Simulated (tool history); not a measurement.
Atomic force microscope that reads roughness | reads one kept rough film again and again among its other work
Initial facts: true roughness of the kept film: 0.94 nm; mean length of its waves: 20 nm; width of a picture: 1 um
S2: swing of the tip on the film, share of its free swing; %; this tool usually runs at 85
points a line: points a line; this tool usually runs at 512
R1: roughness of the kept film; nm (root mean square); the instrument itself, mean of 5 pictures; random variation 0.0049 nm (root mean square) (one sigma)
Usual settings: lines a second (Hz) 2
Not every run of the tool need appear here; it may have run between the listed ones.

{"run": 1, "hour": 0.0, "lines a second (Hz)": 2, "S2": 85, "points a line": 512, "R1": 0.648}
{"run": 2, "hour": 41.7, "lines a second (Hz)": 2, "S2": 85, "points a line": 512, "R1": 0.643}
{"run": 3, "hour": 64.7, "lines a second (Hz)": 1.44, "S2": 85, "points a line": 512, "R1": 0.671}
{"hour": 87.4, "done": "new tip fitted"}
{"run": 4, "hour": 106.7, "lines a second (Hz)": 1.44, "S2": 85, "points a line": 946, "R1": 0.752}
{"run": 5, "hour": 148.2, "lines a second (Hz)": 1.44, "S2": 85, "points a line": 946, "R1": 0.734}
{"run": 6, "hour": 183.6, "lines a second (Hz)": 1.44, "S2": 85, "points a line": 946, "R1": 0.735}
{"run": 7, "hour": 227.2, "lines a second (Hz)": 1.44, "S2": 85, "points a line": 946, "R1": 0.709}
{"run": 8, "hour": 260.9, "lines a second (Hz)": 1.44, "S2": 85, "points a line": 946, "R1": 0.711}
{"run": 9, "hour": 312.6, "lines a second (Hz)": 2, "S2": 85, "points a line": 512, "R1": 0.647}
{"hour": 336.4, "done": "new tip fitted"}
{"run": 10, "hour": 353.7, "lines a second (Hz)": 2, "S2": 85, "points a line": 359, "R1": 0.701}
{"run": 11, "hour": 386.5, "lines a second (Hz)": 2, "S2": 85, "points a line": 512, "R1": 0.695}
{"run": 12, "hour": 427.1, "lines a second (Hz)": 2, "S2": 85, "points a line": 297, "R1": 0.679}
{"run": 13, "hour": 464.0, "lines a second (Hz)": 2, "S2": 85, "points a line": 293, "R1": 0.656}
{"run": 14, "hour": 503.4, "lines a second (Hz)": 2, "S2": 85, "points a line": 293, "R1": 0.638}
{"run": 15, "hour": 548.6, "lines a second (Hz)": 2, "S2": 85, "points a line": 293, "R1": 0.634}
{"run": 16, "hour": 570.9, "lines a second (Hz)": 2, "S2": 85, "points a line": 288, "R1": 0.622}
{"hour": 583.9, "done": "new tip fitted"}
{"run": 17, "hour": 610.5, "lines a second (Hz)": 2, "S2": 85, "points a line": 512, "R1": 0.714}
{"run": 18, "hour": 661.9, "lines a second (Hz)": 2, "S2": 85, "points a line": 512, "R1": 0.69}
{"run": 19, "hour": 698.5, "lines a second (Hz)": 2, "S2": 85, "points a line": 512, "R1": 0.685}
{"run": 20, "hour": 737.7, "lines a second (Hz)": 0.69, "S2": 85, "points a line": 512, "R1": 0.775}
{"run": 21, "hour": 779.8, "lines a second (Hz)": 0.54, "S2": 85, "points a line": 512, "R1": 0.78}
{"run": 22, "hour": 813.8, "lines a second (Hz)": 2, "S2": 85, "points a line": 512, "R1": 0.644}
{"hour": 832.9, "done": "new tip fitted"}
{"run": 23, "hour": 854.4, "lines a second (Hz)": 2.25, "S2": 85, "points a line": 512, "R1": 0.692}
{"run": 24, "hour": 887.8, "lines a second (Hz)": 2.25, "S2": 85, "points a line": 512, "R1": 0.678}
{"run": 25, "hour": 913.3, "lines a second (Hz)": 2, "S2": 85, "points a line": 759, "R1": 0.697}
{"run": 26, "hour": 940.4, "lines a second (Hz)": 2, "S2": 85, "points a line": 932, "R1": 0.675}
{"run": 27, "hour": 987.8, "lines a second (Hz)": 2, "S2": 85, "points a line": 525, "R1": 0.663}
{"run": 28, "hour": 1032.8, "lines a second (Hz)": 2, "S2": 85, "points a line": 525, "R1": 0.661}
{"hour": 1084.2, "done": "new tip fitted"}
{"run": 29, "hour": 1084.7, "lines a second (Hz)": 1.03, "S2": 85, "points a line": 548, "R1": 0.806}
{"run": 30, "hour": 1108.5, "lines a second (Hz)": 0.85, "S2": 85, "points a line": 388, "R1": 0.799}
{"run": 31, "hour": 1153.1, "lines a second (Hz)": 2, "S2": 82, "points a line": 339, "R1": 0.705}
{"hour": 1157.2, "done": "height scale calibrated on a step standard"}
{"run": 32, "hour": 1198.7, "lines a second (Hz)": 0.89, "S2": 78, "points a line": 415, "R1": 0.793}
{"run": 33, "hour": 1244.1, "lines a second (Hz)": 2.65, "S2": 70, "points a line": 512, "R1": 0.737}
{"run": 34, "hour": 1266.4, "lines a second (Hz)": 3.73, "S2": 85, "points a line": 744, "R1": 0.574}
{"run": 35, "hour": 1297.6, "lines a second (Hz)": 3.73, "S2": 85, "points a line": 744, "R1": 0.566}
{"hour": 1303.7, "done": "height scale calibrated on a step standard, once more"}
{"hour": 1333.3, "done": "new tip fitted"}
{"run": 36, "hour": 1333.8, "lines a second (Hz)": 2.67, "S2": 80, "points a line": 741, "R1": 0.703}
{"run": 37, "hour": 1359.5, "lines a second (Hz)": 2.72, "S2": 84, "points a line": 526, "R1": 0.653}
{"run": 38, "hour": 1381.3, "lines a second (Hz)": 4, "S2": 81, "points a line": 662, "R1": 0.605}
{"run": 39, "hour": 1411.3, "lines a second (Hz)": 4, "S2": 81, "points a line": 662, "R1": 0.609}
{"run": 40, "hour": 1464.1, "lines a second (Hz)": 2, "S2": 74, "points a line": 257, "R1": 0.712}
{"run": 41, "hour": 1486.9, "lines a second (Hz)": 1.9, "S2": 85, "points a line": 512, "R1": 0.666}
{"run": 42, "hour": 1509.8, "lines a second (Hz)": 2, "S2": 67, "points a line": 901, "R1": 0.75}
{"run": 43, "hour": 1555.2, "lines a second (Hz)": 2.22, "S2": 82, "points a line": 901, "R1": 0.65}
{"hour": 1583.7, "done": "new tip fitted"}
{"run": 44, "hour": 1605.6, "lines a second (Hz)": 3.93, "S2": 70, "points a line": 911, "R1": 0.721}
{"run": 45, "hour": 1647.6, "lines a second (Hz)": 3.93, "S2": 70, "points a line": 709, "R1": 0.711}
{"run": 46, "hour": 1675.3, "lines a second (Hz)": 3.93, "S2": 70, "points a line": 709, "R1": 0.693}
{"run": 47, "hour": 1717.1, "lines a second (Hz)": 3.93, "S2": 70, "points a line": 709, "R1": 0.685}
{"run": 48, "hour": 1761.4, "lines a second (Hz)": 3.93, "S2": 70, "points a line": 709, "R1": 0.671}
{"run": 49, "hour": 1796.1, "lines a second (Hz)": 3.14, "S2": 87, "points a line": 436, "R1": 0.553}
{"hour": 1831.1, "done": "new tip fitted"}
{"run": 50, "hour": 1838.6, "lines a second (Hz)": 0.92, "S2": 56, "points a line": 292, "R1": 0.847}
{"run": 51, "hour": 1874.2, "lines a second (Hz)": 3.75, "S2": 74, "points a line": 551, "R1": 0.684}

Difference, measured minus no-hidden-state, one row per run. Run-to-run variation is common to both terms; the gauge's own scatter need not be:
Hidden conditions of the tool in this case: radius of the tip, nm; height scale over the true one, %; drift of the gauge itself on roughness_nm, %.
run=1 R1=-0.054
run=2 R1=-0.066
run=3 R1=-0.076
run=4 R1=-0.002
run=5 R1=-0.017
run=6 R1=-0.028
run=7 R1=-0.041
run=8 R1=-0.052
run=9 R1=-0.064
run=10 R1=-0.002
run=11 R1=-0.014
run=12 R1=-0.026
run=13 R1=-0.038
run=14 R1=-0.048
run=15 R1=-0.062
run=16 R1=-0.066
run=17 R1=-0.001
run=18 R1=-0.017
run=19 R1=-0.028
run=20 R1=-0.047
run=21 R1=-0.063
run=22 R1=-0.062
run=23 R1=-0.001
run=24 R1=-0.011
run=25 R1=-0.019
run=26 R1=-0.028
run=27 R1=-0.042
run=28 R1=-0.055
run=29 R1=+0.009
run=30 R1=+0.001
run=31 R1=-0.013
run=32 R1=-0.025
run=33 R1=-0.038
run=34 R1=-0.036
run=35 R1=-0.044
run=36 R1=-0.001
run=37 R1=-0.008
run=38 R1=-0.015
run=39 R1=-0.022
run=40 R1=-0.043
run=41 R1=-0.048
run=42 R1=-0.06
run=43 R1=-0.067
run=44 R1=-0.008
run=45 R1=-0.022
run=46 R1=-0.031
run=47 R1=-0.044
run=48 R1=-0.058
run=49 R1=-0.057
run=50 R1=-0.003
run=51 R1=-0.013
